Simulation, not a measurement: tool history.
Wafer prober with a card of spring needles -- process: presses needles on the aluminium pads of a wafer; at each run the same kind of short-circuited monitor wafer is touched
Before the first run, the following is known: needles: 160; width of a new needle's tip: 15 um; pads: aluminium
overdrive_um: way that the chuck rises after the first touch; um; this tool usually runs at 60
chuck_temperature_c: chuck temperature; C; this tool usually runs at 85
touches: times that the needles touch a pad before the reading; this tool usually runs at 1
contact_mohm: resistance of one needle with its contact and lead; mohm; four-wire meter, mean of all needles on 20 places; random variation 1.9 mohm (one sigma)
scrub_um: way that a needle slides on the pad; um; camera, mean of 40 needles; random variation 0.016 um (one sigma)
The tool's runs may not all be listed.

{"run": 1, "hour": 0.0, "overdrive_um": 60, "chuck_temperature_c": 85, "touches": 1, "contact_mohm": 195, "scrub_um": 8.45}
{"hour": 3.0, "done": "tips cleaned on abrasive film"}
{"hour": 16.6, "done": "tips cleaned on abrasive film"}
{"run": 2, "hour": 22.5, "overdrive_um": 60, "chuck_temperature_c": 85, "touches": 1, "contact_mohm": 196, "scrub_um": 8.48}
{"hour": 31.2, "done": "tips cleaned on abrasive film"}
{"hour": 45.0, "done": "tips cleaned on abrasive film"}
{"run": 3, "hour": 50.9, "overdrive_um": 60, "chuck_temperature_c": 85, "touches": 1, "contact_mohm": 193, "scrub_um": 8.48}
{"hour": 60.9, "done": "tips cleaned on abrasive film"}
{"run": 4, "hour": 69.7, "overdrive_um": 60, "chuck_temperature_c": 108, "touches": 1, "contact_mohm": 199, "scrub_um": 8.47}
{"hour": 74.9, "done": "tips cleaned on abrasive film"}
{"hour": 89.7, "done": "tips cleaned on abrasive film"}
{"run": 5, "hour": 101.5, "overdrive_um": 60, "chuck_temperature_c": 108, "touches": 1, "contact_mohm": 202, "scrub_um": 8.46}
{"hour": 104.5, "done": "tips cleaned on abrasive film"}
{"run": 6, "hour": 115.9, "overdrive_um": 60, "chuck_temperature_c": 108, "touches": 1, "contact_mohm": 197, "scrub_um": 8.49}
{"hour": 120.6, "done": "tips cleaned on abrasive film"}
{"run": 7, "hour": 130.6, "overdrive_um": 60, "chuck_temperature_c": 85, "touches": 1, "contact_mohm": 196, "scrub_um": 8.48}
{"hour": 135.1, "done": "tips cleaned on abrasive film"}
{"hour": 150.4, "done": "tips cleaned on abrasive film"}
{"run": 8, "hour": 161.9, "overdrive_um": 60, "chuck_temperature_c": 85, "touches": 1, "contact_mohm": 198, "scrub_um": 8.51}
{"hour": 164.2, "done": "tips cleaned on abrasive film"}
{"hour": 178.1, "done": "tips cleaned on abrasive film"}
{"run": 9, "hour": 185.5, "overdrive_um": 60, "chuck_temperature_c": 29, "touches": 1, "contact_mohm": 183, "scrub_um": 8.54}
{"hour": 194.2, "done": "tips cleaned on abrasive film"}
{"hour": 208.8, "done": "tips cleaned on abrasive film"}
{"run": 10, "hour": 218.1, "overdrive_um": 60, "chuck_temperature_c": 29, "touches": 1, "contact_mohm": 185, "scrub_um": 8.51}
{"hour": 224.7, "done": "tips cleaned on abrasive film"}
{"hour": 239.4, "done": "tips cleaned on abrasive film"}
{"run": 11, "hour": 243.3, "overdrive_um": 60, "chuck_temperature_c": 29, "touches": 1, "contact_mohm": 182, "scrub_um": 8.53}
{"hour": 254.6, "done": "tips cleaned on abrasive film"}
{"hour": 270.1, "done": "tips cleaned on abrasive film"}
{"run": 12, "hour": 272.6, "overdrive_um": 60, "chuck_temperature_c": 29, "touches": 1, "contact_mohm": 185, "scrub_um": 8.52}
{"hour": 284.1, "done": "tips cleaned on abrasive film"}
{"hour": 297.7, "done": "tips cleaned on abrasive film"}
{"run": 13, "hour": 303.5, "overdrive_um": 68, "chuck_temperature_c": 85, "touches": 1, "contact_mohm": 194, "scrub_um": 9.68}
{"hour": 312.8, "done": "tips cleaned on abrasive film"}
{"hour": 320.6, "done": "height of the first contact set anew"}
{"run": 14, "hour": 322.2, "overdrive_um": 60, "chuck_temperature_c": 64, "touches": 1, "contact_mohm": 190, "scrub_um": 8.57}
{"hour": 327.6, "done": "tips cleaned on abrasive film"}
{"hour": 342.8, "done": "tips cleaned on abrasive film"}
{"run": 15, "hour": 345.6, "overdrive_um": 60, "chuck_temperature_c": 64, "touches": 1, "contact_mohm": 189, "scrub_um": 8.57}
{"hour": 357.7, "done": "tips cleaned on abrasive film"}
{"hour": 372.5, "done": "tips cleaned on abrasive film"}
{"run": 16, "hour": 374.3, "overdrive_um": 60, "chuck_temperature_c": 64, "touches": 1, "contact_mohm": 192, "scrub_um": 8.56}
{"hour": 387.8, "done": "tips cleaned on abrasive film"}
{"hour": 403.8, "done": "tips cleaned on abrasive film"}
{"run": 17, "hour": 404.9, "overdrive_um": 60, "chuck_temperature_c": 64, "touches": 1, "contact_mohm": 193, "scrub_um": 8.62}
{"hour": 419.6, "done": "tips cleaned on abrasive film"}
{"run": 18, "hour": 427.5, "overdrive_um": 60, "chuck_temperature_c": 99, "touches": 3, "contact_mohm": 197, "scrub_um": 8.63}
{"hour": 434.0, "done": "tips cleaned on abrasive film"}
{"hour": 449.0, "done": "tips cleaned on abrasive film"}
{"run": 19, "hour": 449.0, "overdrive_um": 60, "chuck_temperature_c": 37, "touches": 2, "contact_mohm": 186, "scrub_um": 8.6}
{"hour": 463.8, "done": "tips cleaned on abrasive film"}
{"run": 20, "hour": 472.5, "overdrive_um": 60, "chuck_temperature_c": 65, "touches": 1, "contact_mohm": 192, "scrub_um": 8.63}
{"hour": 478.9, "done": "tips cleaned on abrasive film"}
{"hour": 494.5, "done": "tips cleaned on abrasive film"}
{"run": 21, "hour": 504.5, "overdrive_um": 60, "chuck_temperature_c": 110, "touches": 1, "contact_mohm": 200, "scrub_um": 8.64}
{"hour": 509.1, "done": "tips cleaned on abrasive film"}
{"hour": 513.1, "done": "gauge calibrated"}
{"run": 22, "hour": 521.7, "overdrive_um": 41, "chuck_temperature_c": 37, "touches": 1, "contact_mohm": 189, "scrub_um": 5.78}
{"hour": 523.3, "done": "tips cleaned on abrasive film"}
{"hour": 538.0, "done": "tips cleaned on abrasive film"}
{"run": 23, "hour": 538.4, "overdrive_um": 60, "chuck_temperature_c": 85, "touches": 1, "contact_mohm": 196, "scrub_um": 8.48}
{"hour": 551.9, "done": "tips cleaned on abrasive film"}
{"hour": 566.2, "done": "tips cleaned on abrasive film"}
{"run": 24, "hour": 571.1, "overdrive_um": 60, "chuck_temperature_c": 85, "touches": 1, "contact_mohm": 194, "scrub_um": 8.46}
{"hour": 580.2, "done": "tips cleaned on abrasive film"}
{"hour": 594.0, "done": "tips cleaned on abrasive film"}
{"run": 25, "hour": 594.4, "overdrive_um": 73, "chuck_temperature_c": 42, "touches": 1, "contact_mohm": 183, "scrub_um": 10.32}
{"hour": 607.8, "done": "tips cleaned on abrasive film"}
{"run": 26, "hour": 617.7, "overdrive_um": 67, "chuck_temperature_c": 42, "touches": 1, "contact_mohm": 187, "scrub_um": 9.44}
{"hour": 621.9, "done": "tips cleaned on abrasive film"}
{"hour": 635.7, "done": "tips cleaned on abrasive film"}
{"run": 27, "hour": 636.1, "overdrive_um": 67, "chuck_temperature_c": 42, "touches": 1, "contact_mohm": 185, "scrub_um": 9.45}

4 options for the next run, each taken on its own from the tool as it stands now. Forecast them:
{"hour": 651.1, "done": "tips cleaned on abrasive film"}
{"hour": 664.7, "done": "tips cleaned on abrasive film"}
{"run": "A", "hour": 664.7, "overdrive_um": 60, "chuck_temperature_c": 85, "touches": 1, "contact_mohm": "?", "scrub_um": "?"}
{"hour": 651.1, "done": "tips cleaned on abrasive film"}
{"hour": 664.7, "done": "tips cleaned on abrasive film"}
{"run": "B", "hour": 664.7, "overdrive_um": 41, "chuck_temperature_c": 105, "touches": 2, "contact_mohm": "?", "scrub_um": "?"}
{"hour": 651.1, "done": "tips cleaned on abrasive film"}
{"hour": 664.7, "done": "tips cleaned on abrasive film"}
{"run": "C", "hour": 664.7, "overdrive_um": 47, "chuck_temperature_c": 42, "touches": 1, "contact_mohm": "?", "scrub_um": "?"}
{"hour": 651.1, "done": "tips cleaned on abrasive film"}
{"hour": 664.7, "done": "tips cleaned on abrasive film"}
{"run": "D", "hour": 664.7, "overdrive_um": 60, "chuck_temperature_c": 47, "touches": 1, "contact_mohm": "?", "scrub_um": "?"}

run=A contact_mohm=194 scrub_um=8.54
run=B contact_mohm=206 scrub_um=5.8
run=C contact_mohm=190 scrub_um=6.67
run=D contact_mohm=189 scrub_um=8.51
With no hidden state in the tool, these same runs would have given:
run=A contact_mohm=194 scrub_um=8.49
run=B contact_mohm=206 scrub_um=5.76
run=C contact_mohm=190 scrub_um=6.63
run=D contact_mohm=189 scrub_um=8.45
